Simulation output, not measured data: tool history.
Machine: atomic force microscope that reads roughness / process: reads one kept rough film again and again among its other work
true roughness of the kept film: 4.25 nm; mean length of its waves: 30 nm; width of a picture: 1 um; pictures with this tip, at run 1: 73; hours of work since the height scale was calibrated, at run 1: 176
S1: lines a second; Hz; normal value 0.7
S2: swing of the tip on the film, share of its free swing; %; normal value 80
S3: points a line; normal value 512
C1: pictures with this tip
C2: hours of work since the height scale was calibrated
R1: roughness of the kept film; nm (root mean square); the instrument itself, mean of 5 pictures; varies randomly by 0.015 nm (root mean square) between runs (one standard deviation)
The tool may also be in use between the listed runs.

Run 1, hour 0: usual settings; C1 73; C2 176. Result: R1 3.208 nm (root mean square).
Run 2, hour 24.4: usual settings but S1 3.246 Hz; C1 117; C2 192. Result: R1 2.512 nm (root mean square).
Run 3, hour 43.3: usual settings but S3 773; C1 151; C2 204. Result: R1 2.953 nm (root mean square).
Run 4, hour 67.6: usual settings; C1 195; C2 221. Result: R1 2.788 nm (root mean square).
Run 5, hour 85.4: usual settings; C1 228; C2 232. Result: R1 2.679 nm (root mean square).
Run 6, hour 107.2: usual settings; C1 267; C2 247. Result: R1 2.586 nm (root mean square).
Run 7, hour 123.7: usual settings; C1 297; C2 258. Result: R1 2.505 nm (root mean square).
At hour 136.2: new tip fitted.
Run 8, hour 137.3: usual settings but S1 2.463 Hz; C1 3; C2 267. Result: R1 3.035 nm (root mean square).
Run 9, hour 158.8: usual settings; C1 41; C2 281. Result: R1 3.331 nm (root mean square).
Run 10, hour 171.3: usual settings but S3 968; C1 64; C2 289. Result: R1 3.199 nm (root mean square).
Run 11, hour 183.9: usual settings but S3 968; C1 87; C2 298. Result: R1 3.124 nm (root mean square).
Run 12, hour 202.5: usual settings but S3 968; C1 120; C2 310. Result: R1 2.975 nm (root mean square).
Run 13, hour 214.9: usual settings but S3 968; C1 143; C2 318. Result: R1 2.897 nm (root mean square).
Run 14, hour 234.6: usual settings but S3 968; C1 178; C2 331. Result: R1 2.775 nm (root mean square).
Run 15, hour 254.4: usual settings but S2 75 %, S3 441; C1 214; C2 344. Result: R1 2.717 nm (root mean square).
Run 16, hour 267.2: usual settings but S2 65 %; C1 237; C2 353. Result: R1 2.692 nm (root mean square).
Run 17, hour 290: usual settings but S1 0.712 Hz, S2 76 %, S3 654; C1 279; C2 368. Result: R1 2.53 nm (root mean square).
Run 18, hour 305.2: usual settings but S1 0.712 Hz, S2 76 %, S3 902; C1 306; C2 378. Result: R1 2.45 nm (root mean square).
At hour 312.5: new tip fitted.
Run 19, hour 332.1: usual settings but S1 3.653 Hz, S3 472; C1 36; C2 396. Result: R1 2.672 nm (root mean square).
Run 20, hour 352.3: usual settings but S1 0.55 Hz, S2 56 %, S3 532; C1 72; C2 409. Result: R1 3.376 nm (root mean square).
Run 21, hour 379.3: usual settings but S1 0.55 Hz, S2 56 %, S3 532; C1 121; C2 427. Result: R1 3.187 nm (root mean square).
Run 22, hour 401.6: usual settings but S2 63 %; C1 161; C2 442. Result: R1 2.99 nm (root mean square).
Run 23, hour 418.8: usual settings but S2 63 %; C1 192; C2 453. Result: R1 2.888 nm (root mean square).
Run 24, hour 437: usual settings but S1 1.908 Hz; C1 225; C2 466. Result: R1 2.447 nm (root mean square).
Run 25, hour 451: usual settings but S1 3.492 Hz; C1 250; C2 475. Result: R1 2.127 nm (root mean square).
Run 26, hour 467.5: usual settings but S1 1.206 Hz, S2 59 %, S3 839; C1 280; C2 486. Result: R1 2.632 nm (root mean square).
Run 27, hour 478.6: usual settings but S1 1.206 Hz, S2 59 %, S3 839; C1 300; C2 493. Result: R1 2.576 nm (root mean square).
At hour 489.9: new tip fitted.
Run 28, hour 502.4: usual settings but S1 0.676 Hz, S2 67 %; C1 22; C2 509. Result: R1 3.472 nm (root mean square).

Each row is a separate what-if for the run after 28, all from the same tool condition, not one after another. Results?
Run A, hour 525.3: usual settings but S1 3.559 Hz, S2 62 %, S3 591; C1 64; C2 524. Result: R1 ?.
Run B, hour 525.3: usual settings but S1 1.185 Hz, S2 88 %, S3 638; C1 64; C2 524. Result: R1 ?.
Run C, hour 525.3: usual settings but S1 0.676 Hz, S2 67 %, S3 467; C1 64; C2 524. Result: R1 ?.
Run D, hour 525.3: usual settings but S1 0.918 Hz, S2 81 %, S3 810; C1 64; C2 524. Result: R1 ?.
Run E, hour 525.3: usual settings but S2 65 %; C1 64; C2 524. Result: R1 ?.

run     R1
  A  3.042
  B  2.936
  C  3.286
  D  3.152
  E   3.29
Stripped of hidden state, with their random variation kept, the same runs would have yielded:
run     R1
  A  3.355
  B  3.238
  C  3.624
  D  3.476
  E  3.629
